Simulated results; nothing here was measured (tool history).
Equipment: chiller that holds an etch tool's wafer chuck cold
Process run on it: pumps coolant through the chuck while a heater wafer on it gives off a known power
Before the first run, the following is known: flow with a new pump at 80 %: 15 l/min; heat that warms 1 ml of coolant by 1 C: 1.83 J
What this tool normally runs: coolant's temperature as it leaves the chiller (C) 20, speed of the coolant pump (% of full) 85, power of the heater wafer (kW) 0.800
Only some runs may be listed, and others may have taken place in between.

run	hour	coolant's temperature as it leaves the chiller (C)	speed of the coolant pump (% of full)	power of the heater wafer (kW)	chuck's temperature once it has settled (C)	how much warmer the coolant comes back (C)
1	0.0	20	85	0.800	24.7	1.64
2	218.1	20	85	0.800	24.7	1.67
3	445.3	20	85	0.800	24.8	1.65
# hour 540.2: chiller's thermometer calibrated
4	540.2	20	85	0.800	24.6	1.67
5	644.0	20	85	0.800	24.8	1.67
6	832.4	20	85	0.800	24.8	1.70
7	938.9	20	85	0.800	24.8	1.69
8	1124.1	20	84	0.800	24.9	1.71
9	1224.2	12	85	0.800	16.7	1.70
10	1334.3	12	85	0.800	16.8	1.69
11	1432.9	20	85	0.800	24.5	1.70
12	1548.3	20	85	0.800	24.7	1.72
13	1703.8	20	85	0.800	24.6	1.73
# hour 1915.1: coolant changed, channels flushed
14	1928.2	20	85	0.800	24.7	1.72
15	2119.5	20	85	0.800	24.7	1.73
16	2344.8	20	85	0.800	24.7	1.74
17	2448.4	13	85	0.558	16.3	1.25
18	2664.1	21	91	0.528	23.9	1.11
19	2793.7	21	91	0.528	24.1	1.10
20	2932.7	21	91	0.528	23.9	1.12
21	3063.3	25	91	0.845	29.7	1.72
22	3166.4	25	91	0.845	29.8	1.76
# hour 3257.5: chiller's thermometer calibrated
23	3333.3	12	60	0.969	19.2	2.92
24	3468.7	20	77	0.800	25.0	1.92
25	3697.5	19	91	0.800	23.4	1.69
26	3821.7	28	87	1.092	34.1	2.35
27	3933.1	28	87	1.092	34.4	2.32
28	4060.9	20	85	0.434	22.6	1.03
29	4291.4	21	85	0.800	25.8	1.83
30	4450.9	15	85	0.477	17.8	1.16
31	4674.1	14	90	0.477	16.7	1.12

Below are 4 alternative next runs, each starting from the tool's condition after run 31. Predict each:
A	4874.3	17	90	0.976	?	?
B	4874.3	20	85	0.870	?	?
C	4874.3	20	69	0.509	?	?
D	4874.3	10	76	0.476	?	?

run	chuck's temperature once it has settled (C)	how much warmer the coolant comes back (C)
A	22.7	2.10
B	25.3	1.96
C	23.5	1.45
D	13.1	1.27
Take away the tool's hidden state, keep each run's random variation, and the runs would have read:
run	chuck's temperature once it has settled (C)	how much warmer the coolant comes back (C)
A	22.7	1.93
B	25.3	1.79
C	23.5	1.28
D	13.1	1.11
